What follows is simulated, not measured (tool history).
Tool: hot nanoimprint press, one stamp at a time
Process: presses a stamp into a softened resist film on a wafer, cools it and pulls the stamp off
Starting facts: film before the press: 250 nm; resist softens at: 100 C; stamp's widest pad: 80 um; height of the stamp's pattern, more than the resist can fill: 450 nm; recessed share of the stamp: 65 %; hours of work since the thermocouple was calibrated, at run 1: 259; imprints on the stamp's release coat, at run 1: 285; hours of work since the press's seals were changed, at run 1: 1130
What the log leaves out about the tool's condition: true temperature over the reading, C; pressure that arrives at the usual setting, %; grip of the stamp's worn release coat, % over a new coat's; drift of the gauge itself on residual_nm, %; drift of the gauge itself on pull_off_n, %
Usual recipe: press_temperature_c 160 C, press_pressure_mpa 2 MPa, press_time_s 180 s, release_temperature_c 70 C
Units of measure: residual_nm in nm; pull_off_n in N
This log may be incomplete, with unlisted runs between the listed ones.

| run | hour | press_temperature_c | press_pressure_mpa | press_time_s | release_temperature_c | hours of work since the thermocouple was calibrated | imprints on the stamp's release coat | hours of work since the press's seals were changed | residual_nm | pull_off_n |
|---|---|---|---|---|---|---|---|---|---|---|
| 1 | 0 | 160 | 2 | 180 | 70 | 259 | 285 | 1130 | 103.4 | 111 |
| 2 | 21.4 | 160 | 2 | 180 | 70 | 275 | 364 | 1146 | 105 | 110 |
| 3 | 48.6 | 160 | 2 | 180 | 70 | 294 | 465 | 1165 | 104.7 | 110 |
| 4 | 81.7 | 160 | 2 | 347 | 70 | 318 | 587 | 1189 | 79.8 | 104 |
| 5 | 119 | 160 | 2 | 347 | 70 | 345 | 725 | 1216 | 80 | 115 |
| 6 | 139.7 | 160 | 2 | 198 | 70 | 360 | 802 | 1232 | 99.8 | 114 |
| 7 | 163.8 | 157 | 2 | 180 | 70 | 378 | 890 | 1249 | 119.1 | 106 |
| 8 | 185.5 | 156 | 2.75 | 351 | 70 | 394 | 971 | 1265 | 82.7 | 110 |
| 9 | 205.4 | 162 | 2 | 180 | 72 | 408 | 1044 | 1279 | 93.7 | 101 |
| 10 | 239.8 | 162 | 1.8 | 102 | 57 | 433 | 1171 | 1304 | 123.1 | 132 |
| 11 | 270.7 | 162 | 1.8 | 102 | 57 | 455 | 1286 | 1327 | 122.5 | 134 |
| 12 | 307.2 | 168 | 2 | 205 | 78 | 482 | 1420 | 1353 | 66.3 | 93 |

Run 13 comes next. What will it give?
|  | 338.5 | press's hydraulic seals changed and the load cell set to zero |
| 13 | 349.4 | 168 | 2 | 205 | 78 | 507 | 1547 | 8 | ? | ? |

{"run 13": {"residual_nm": 66.8, "pull_off_n": 99}}
Minus the tool's unlogged condition, the same run would have read residual_nm 67.9 nm, pull_off_n 98 N.
